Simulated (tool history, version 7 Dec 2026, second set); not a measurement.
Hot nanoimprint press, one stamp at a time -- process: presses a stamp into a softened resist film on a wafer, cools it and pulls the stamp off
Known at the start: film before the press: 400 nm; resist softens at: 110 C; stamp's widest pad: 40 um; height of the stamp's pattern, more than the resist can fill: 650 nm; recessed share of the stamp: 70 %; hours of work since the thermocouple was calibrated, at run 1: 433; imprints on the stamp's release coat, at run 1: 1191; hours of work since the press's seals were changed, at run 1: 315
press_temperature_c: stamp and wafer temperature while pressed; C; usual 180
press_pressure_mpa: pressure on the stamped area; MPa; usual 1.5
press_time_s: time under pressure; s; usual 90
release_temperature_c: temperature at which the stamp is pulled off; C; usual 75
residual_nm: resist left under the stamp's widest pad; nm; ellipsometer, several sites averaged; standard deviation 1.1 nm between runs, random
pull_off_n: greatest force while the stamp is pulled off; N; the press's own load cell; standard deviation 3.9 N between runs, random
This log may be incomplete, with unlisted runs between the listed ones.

run,hour,press_temperature_c,press_pressure_mpa,press_time_s,release_temperature_c,hours of work since the thermocouple was calibrated,imprints on the stamp's release coat,hours of work since the press's seals were changed,residual_nm,pull_off_n
1,0,180,1.5,90,75,433,1191,315,156.7,189
# hour 38.6: stamp cleaned and given a new release coat
2,38.6,180,1.5,90,75,447,0,329,153.9,191
3,105.7,180,1.5,90,75,475,84,357,155.9,190
4,135.7,180,1.5,90,75,487,122,369,155.4,195
5,175.4,180,1.5,90,75,504,172,386,156.3,186
6,211.8,180,1.5,90,75,519,218,401,155,182
7,255.2,180,1.16,90,75,537,272,419,177,192

Run 8, settings as shown, results not yet in. Your forecast:
8,307.5,187,1.31,85,83,559,338,441,?,?

Run 8 came out at residual_nm 123.9 nm, pull_off_n 163 N.
Had the tool carried no hidden state, the very same run would have given residual_nm 123.7 nm, pull_off_n 163 N.

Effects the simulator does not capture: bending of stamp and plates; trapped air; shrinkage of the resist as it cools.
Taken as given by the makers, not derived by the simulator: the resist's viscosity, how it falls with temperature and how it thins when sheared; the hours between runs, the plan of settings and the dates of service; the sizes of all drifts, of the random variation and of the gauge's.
